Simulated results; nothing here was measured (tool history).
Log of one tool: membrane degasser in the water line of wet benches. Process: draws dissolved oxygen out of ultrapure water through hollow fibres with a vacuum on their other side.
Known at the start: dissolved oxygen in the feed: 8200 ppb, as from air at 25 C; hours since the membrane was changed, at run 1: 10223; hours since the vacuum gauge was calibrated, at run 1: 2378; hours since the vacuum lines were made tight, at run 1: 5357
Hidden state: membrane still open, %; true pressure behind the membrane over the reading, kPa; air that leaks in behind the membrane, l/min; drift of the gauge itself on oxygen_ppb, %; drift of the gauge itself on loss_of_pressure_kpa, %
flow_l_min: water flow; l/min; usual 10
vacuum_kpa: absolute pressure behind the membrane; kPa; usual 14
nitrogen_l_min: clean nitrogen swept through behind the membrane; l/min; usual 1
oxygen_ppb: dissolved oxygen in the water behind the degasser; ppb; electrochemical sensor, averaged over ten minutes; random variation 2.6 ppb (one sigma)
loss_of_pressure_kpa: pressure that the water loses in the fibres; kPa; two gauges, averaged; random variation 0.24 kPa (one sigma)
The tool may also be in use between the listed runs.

run    hour  flow_l_min  vacuum_kpa  nitrogen_l_min  hours since the membrane was changed  hours since the vacuum gauge was calibrated  hours since the vacuum lines were made tight  oxygen_ppb  loss_of_pressure_kpa
  1       0          10          14               1                                 10223                                         2378                                          5357       282.8                 67.09
  2   285.5          13          14               1                                 10509                                         2664                                          5642       364.4                 87.23
  3     577          13        24.3               1                                 10800                                         2955                                          5934       653.1                 87.55
  4   786.4          10          14               1                                 11010                                         3165                                          6143       282.2                 67.54
  5   947.8          10          14               1                                 11171                                         3326                                          6305       282.2                 67.76
  6  1096.4          10          14            2.01                                 11320                                         3475                                          6453       161.8                 67.21
  7  1239.7          10          14            2.01                                 11463                                         3618                                          6597         161                 67.65
  8  1376.1          10          14            2.01                                 11599                                         3754                                          6733       159.7                 67.92
  9  1602.3          10          14            2.01                                 11825                                         3981                                          6959       159.1                 67.81
 10  1896.6          10          14            2.01                                 12120                                         4275                                          7253       164.7                  67.8
     1965.2  -- membrane cartridge changed
 11  2180.3          10        17.3            0.87                                   215                                         4555                                          7533       410.4                 62.02
 12  2308.4          10        17.3            0.87                                   343                                         4683                                          7661       405.6                 62.33
 13  2471.3          10        17.3            0.87                                   506                                         4846                                          7824         402                 62.51
 14  2688.5          10        21.5             0.8                                   723                                         5063                                          8041       559.7                 62.65
 15  2856.2          13        24.9            0.64                                   891                                         5230                                          8209       955.7                 80.94
     3112.9  -- seals of the vacuum lines changed
 16  3145.1          15        24.8            1.86                                  1178                                         5517                                            32       435.2                 94.06
 17    3428          10        12.5            0.73                                  1461                                         5800                                           315       303.7                 63.19

Hidden state or all else? Some run-to-run changes of oxygen_ppb, split into what the settings, what came in and random variation would give without the hidden state, and what is left for the hidden state (with any gauge scatter that isn't in both results):
Run 15 -> 16: flow_l_min 13 -> 15, vacuum_kpa 24.9 -> 24.8, nitrogen_l_min 0.64 -> 1.86, seals of the vacuum lines changed. oxygen_ppb -520.5 ppb: hidden state -42.4, all else -478.1.
